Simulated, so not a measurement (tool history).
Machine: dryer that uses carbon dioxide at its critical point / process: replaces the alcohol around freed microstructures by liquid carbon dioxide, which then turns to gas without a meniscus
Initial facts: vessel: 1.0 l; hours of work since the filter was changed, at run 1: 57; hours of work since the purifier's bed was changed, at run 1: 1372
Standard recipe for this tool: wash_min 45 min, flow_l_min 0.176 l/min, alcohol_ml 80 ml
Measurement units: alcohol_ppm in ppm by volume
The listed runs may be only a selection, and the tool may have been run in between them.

run,day,wash_min,flow_l_min,alcohol_ml,hours of work since the filter was changed,hours of work since the purifier's bed was changed,alcohol_ppm
1,0,45,0.176,80,57,1372,355
# day 1.562: purifier's bed changed
2,1.562,45,0.176,80,83,0,282
3,3.242,45,0.176,80,114,31,309
4,5.208,45,0.176,80,151,68,307
5,7.25,45,0.176,80,189,105,326
6,9.242,45,0.176,80,226,142,354
7,10.892,45,0.176,80,256,173,369
8,12.617,45,0.176,80,288,205,380
9,13.704,44,0.255,80,308,225,62
10,15.171,54,0.255,80,335,252,29

Predict the results of run 11:
# day 16.246: inlet filter changed
11,17.625,54,0.255,80,26,297,?

alcohol_ppm: 26 ppm by volume
On a tool with no hidden condition, and with the same random variation, this run would have come out at alcohol_ppm 8 ppm by volume.

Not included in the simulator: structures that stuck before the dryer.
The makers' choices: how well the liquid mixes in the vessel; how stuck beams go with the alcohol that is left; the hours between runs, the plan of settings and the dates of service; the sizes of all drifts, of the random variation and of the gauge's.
